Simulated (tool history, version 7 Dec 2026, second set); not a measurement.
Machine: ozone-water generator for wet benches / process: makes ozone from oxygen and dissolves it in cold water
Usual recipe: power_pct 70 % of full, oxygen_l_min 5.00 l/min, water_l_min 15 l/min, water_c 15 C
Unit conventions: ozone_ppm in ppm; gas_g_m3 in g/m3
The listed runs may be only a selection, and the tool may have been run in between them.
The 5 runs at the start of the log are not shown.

| run | hour | power_pct | oxygen_l_min | water_l_min | water_c | hours of work since the electrodes were changed | hours of work since the contactor was cleaned | hours of work since the thermometer was calibrated | ozone_ppm | gas_g_m3 |
|---|---|---|---|---|---|---|---|---|---|---|
| 6 | 478.7 | 70 | 5.00 | 15 | 15 | 4167 | 1134 | 4429 | 16.8 | 142.6 |
| 7 | 555.9 | 92 | 5.00 | 15 | 15 | 4218 | 1184 | 4479 | 18.9 | 162.0 |
| 8 | 674.9 | 70 | 5.00 | 15 | 15 | 4296 | 1262 | 4558 | 16.8 | 143.5 |
| 9 | 811.6 | 70 | 5.00 | 15 | 15 | 4385 | 1352 | 4647 | 16.6 | 141.9 |
| 10 | 945.5 | 70 | 5.00 | 15 | 15 | 4473 | 1440 | 4735 | 16.5 | 143.1 |
| 11 | 1021.1 | 70 | 5.00 | 15 | 15 | 4523 | 1489 | 4784 | 16.4 | 142.7 |
| 12 | 1128.9 | 70 | 5.00 | 13 | 15 | 4593 | 1560 | 4855 | 18.6 | 140.9 |
| 13 | 1267.7 | 70 | 5.00 | 13 | 15 | 4684 | 1651 | 4946 | 18.5 | 140.7 |
| 14 | 1412.3 | 70 | 5.00 | 13 | 15 | 4779 | 1746 | 5041 | 18.6 | 140.4 |
|  | 1459.0 | water thermometer calibrated |
| 15 | 1539.8 | 41 | 5.00 | 15 | 15 | 4862 | 1829 | 53 | 12.5 | 108.4 |
| 16 | 1642.6 | 41 | 5.00 | 15 | 15 | 4930 | 1896 | 120 | 12.7 | 107.7 |
| 17 | 1776.2 | 70 | 5.00 | 15 | 15 | 5017 | 1984 | 208 | 16.3 | 141.2 |
| 18 | 1838.0 | 70 | 5.98 | 15 | 15 | 5058 | 2024 | 248 | 16.7 | 130.8 |
|  | 1913.6 | water thermometer calibrated, once more |
| 19 | 1934.5 | 70 | 5.98 | 15 | 15 | 5121 | 2087 | 14 | 16.6 | 131.7 |

Run 20 has not been measured yet. What should we expect?
| 20 | 2029.6 | 82 | 4.08 | 15 | 9 | 5183 | 2150 | 76 | ? | ? |

{"run 20": {"ozone_ppm": 18.6, "gas_g_m3": 165.7}}
With no hidden state in the tool, this same run would have given ozone_ppm 19.7 ppm, gas_g_m3 172.8 g/m3.

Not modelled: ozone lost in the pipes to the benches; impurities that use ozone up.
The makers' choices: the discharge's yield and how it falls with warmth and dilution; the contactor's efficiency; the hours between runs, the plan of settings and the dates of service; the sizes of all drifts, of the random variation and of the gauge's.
